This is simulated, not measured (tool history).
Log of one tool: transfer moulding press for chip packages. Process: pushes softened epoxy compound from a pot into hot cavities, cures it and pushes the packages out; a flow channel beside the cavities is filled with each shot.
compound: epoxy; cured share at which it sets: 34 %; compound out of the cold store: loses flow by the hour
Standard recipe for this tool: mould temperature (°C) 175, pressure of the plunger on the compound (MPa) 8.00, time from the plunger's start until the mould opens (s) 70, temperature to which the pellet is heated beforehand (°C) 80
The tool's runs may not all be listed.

| run | hour | mould temperature (°C) | pressure of the plunger on the compound (MPa) | time from the plunger's start until the mould opens (s) | temperature to which the pellet is heated beforehand (°C) | incoming compound's hours out of the cold store | length that the compound runs in the flow channel (mm) | greatest force on the pins that push the packages out (N) |
|---|---|---|---|---|---|---|---|---|
| 1 | 0.0 | 175 | 8.00 | 70 | 80 | 17.8 | 515 | 734 |
| 2 | 13.4 | 175 | 8.00 | 70 | 80 | 22.0 | 505 | 930 |
| 3 | 23.5 | 175 | 7.67 | 70 | 80 | 15.1 | 512 | 1083 |
| 4 | 39.2 | 175 | 7.67 | 70 | 80 | 18.7 | 502 | 1181 |
| 5 | 53.5 | 171 | 8.00 | 70 | 80 | 11.3 | 532 | 1665 |
| 6 | 62.4 | 171 | 8.00 | 70 | 80 | 22.1 | 505 | 1670 |
|  | 74.1 | cavities cleaned with cleaning compound and waxed |
| 7 | 78.6 | 171 | 8.46 | 70 | 80 | 38.4 | 483 | 1001 |
|  | 88.0 | plunger's sealing rings changed |
| 8 | 88.1 | 175 | 8.00 | 70 | 80 | 8.1 | 547 | 948 |
| 9 | 102.2 | 175 | 8.00 | 70 | 80 | 29.4 | 493 | 994 |
| 10 | 113.6 | 175 | 8.00 | 70 | 80 | 25.4 | 503 | 1105 |
| 11 | 126.3 | 175 | 8.00 | 73 | 80 | 44.4 | 460 | 1004 |
| 12 | 139.8 | 175 | 8.00 | 70 | 80 | 26.4 | 500 | 1240 |
|  | 150.3 | cavities cleaned with cleaning compound and waxed |
| 13 | 155.2 | 175 | 8.00 | 70 | 80 | 27.5 | 495 | 767 |
| 14 | 164.1 | 175 | 8.00 | 70 | 80 | 26.2 | 498 | 920 |
| 15 | 180.0 | 175 | 8.00 | 70 | 80 | 32.5 | 484 | 1025 |
| 16 | 191.5 | 180 | 8.00 | 70 | 80 | 14.3 | 523 | 856 |
| 17 | 206.8 | 170 | 7.63 | 70 | 79 | 23.6 | 495 | 1726 |
| 18 | 215.1 | 170 | 7.63 | 70 | 79 | 27.6 | 487 | 1659 |
|  | 224.4 | cavities cleaned with cleaning compound and waxed |
| 19 | 231.2 | 175 | 8.00 | 85 | 76 | 28.2 | 491 | 510 |
| 20 | 243.8 | 175 | 8.00 | 76 | 80 | 14.0 | 526 | 788 |
| 21 | 254.4 | 173 | 6.39 | 109 | 90 | 41.8 | 411 | 528 |
| 22 | 262.5 | 175 | 8.00 | 68 | 80 | 27.7 | 492 | 1213 |
| 23 | 269.2 | 181 | 7.79 | 69 | 77 | 31.9 | 471 | 818 |
| 24 | 284.4 | 181 | 7.79 | 69 | 77 | 40.2 | 451 | 826 |
|  | 298.3 | cavities cleaned with cleaning compound and waxed |
| 25 | 298.3 | 173 | 7.91 | 70 | 80 | 20.4 | 507 | 809 |
|  | 312.7 | plunger's sealing rings changed |
| 26 | 316.1 | 173 | 7.91 | 70 | 80 | 25.2 | 502 | 1037 |
| 27 | 330.2 | 173 | 8.89 | 70 | 80 | 16.9 | 555 | 1230 |
| 28 | 346.0 | 178 | 6.18 | 70 | 76 | 23.0 | 444 | 1017 |

4 ways to go on from here, each from the tool as it stands after run 28. What would each give?
| A | 356.0 | 178 | 9.23 | 70 | 83 | 9.1 | ? | ? |
| B | 356.0 | 178 | 8.49 | 57 | 80 | 28.9 | ? | ? |
| C | 356.0 | 179 | 6.18 | 72 | 86 | 35.2 | ? | ? |
| D | 356.0 | 171 | 9.56 | 70 | 76 | 33.8 | ? | ? |

| run | length that the compound runs in the flow channel (mm) | greatest force on the pins that push the packages out (N) |
|---|---|---|
| A | 577 | 1058 |
| B | 507 | 1718 |
| C | 419 | 830 |
| D | 531 | 1557 |
With the hidden condition removed and each run's random variation left untouched, the same runs would have given:
| run | length that the compound runs in the flow channel (mm) | greatest force on the pins that push the packages out (N) |
|---|---|---|
| A | 579 | 612 |
| B | 509 | 991 |
| C | 421 | 480 |
| D | 533 | 900 |
